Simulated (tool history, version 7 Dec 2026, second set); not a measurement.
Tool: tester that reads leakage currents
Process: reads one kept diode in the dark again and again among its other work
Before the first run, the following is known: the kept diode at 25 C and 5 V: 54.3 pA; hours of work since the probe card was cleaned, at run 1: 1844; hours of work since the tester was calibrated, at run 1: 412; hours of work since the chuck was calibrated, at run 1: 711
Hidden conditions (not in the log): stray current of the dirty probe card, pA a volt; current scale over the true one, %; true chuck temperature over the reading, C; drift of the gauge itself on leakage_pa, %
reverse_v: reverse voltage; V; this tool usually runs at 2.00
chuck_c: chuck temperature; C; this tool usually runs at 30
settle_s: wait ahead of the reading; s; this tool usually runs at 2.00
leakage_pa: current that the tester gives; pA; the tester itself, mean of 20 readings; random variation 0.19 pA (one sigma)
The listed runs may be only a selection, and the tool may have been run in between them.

run,hour,reverse_v,chuck_c,settle_s,hours of work since the probe card was cleaned,hours of work since the tester was calibrated,hours of work since the chuck was calibrated,leakage_pa
1,0.0,2.00,30,2.00,1844,412,711,69.47
2,30.6,2.00,30,2.00,1863,432,730,69.35
3,51.4,2.00,30,2.00,1876,445,743,69.56
4,81.4,2.00,33,2.00,1895,464,762,89.37
5,112.9,2.00,28,2.00,1915,484,782,59.07
6,139.5,2.00,28,2.00,1932,500,799,59.43
7,162.1,2.00,28,2.00,1946,514,813,59.59
8,189.3,2.00,28,2.00,1963,532,830,59.80
9,213.3,2.00,36,2.00,1978,547,845,115.26
10,230.1,2.00,36,5.10,1989,557,856,115.47
11,256.9,2.00,30,2.00,2006,574,873,70.93
12,274.5,2.00,30,2.00,2017,585,884,71.00
13,303.2,2.00,30,2.00,2035,603,902,71.51
14,326.4,2.00,30,0.40,2049,618,916,72.15
15,356.7,5.64,30,0.40,2068,637,935,109.34
16,372.0,7.49,30,2.00,2078,647,945,120.66
17,393.0,2.00,34,2.00,2091,660,958,99.86
18,422.5,2.00,34,2.00,2110,678,977,100.49
19,451.7,2.00,49,2.00,2128,697,995,327.12
20,478.8,6.23,30,2.00,2145,714,1012,113.35
# hour 491.2: chuck's temperature calibrated
21,505.5,9.80,45,1.39,2161,729,9,381.18
22,529.3,7.83,60,1.55,2176,744,24,1061.06
23,556.3,3.67,23,2.02,2193,761,41,45.18
24,586.5,2.00,30,4.02,2212,781,60,63.62
25,607.9,8.08,26,0.70,2225,794,73,82.18
26,638.2,3.42,42,1.41,2244,813,93,207.12
27,669.0,15.52,22,0.30,2264,832,112,89.89
28,689.9,5.92,28,2.43,2277,846,125,84.25
29,712.1,5.92,28,2.43,2291,860,139,84.43
30,743.5,1.38,30,0.40,2311,879,159,56.56
31,757.3,1.18,30,0.40,2319,888,168,53.59
32,780.3,16.56,27,0.45,2334,902,182,128.56
33,801.3,16.56,27,0.45,2347,916,195,128.69

Predict each of these 5 candidate next runs independently; none follows another, all start after run 33:
A,816.6,2.00,30,5.16,2357,925,205,?
B,816.6,2.00,37,4.26,2357,925,205,?
C,816.6,2.00,54,1.75,2357,925,205,?
D,816.6,2.00,30,2.26,2357,925,205,?
E,816.6,15.10,30,4.62,2357,925,205,?

run,leakage_pa
A,65.01
B,115.23
C,428.98
D,65.20
E,147.69
Without the tool's unlogged condition, the same runs would have read:
run,leakage_pa
A,60.65
B,109.28
C,413.88
D,60.83
E,126.67
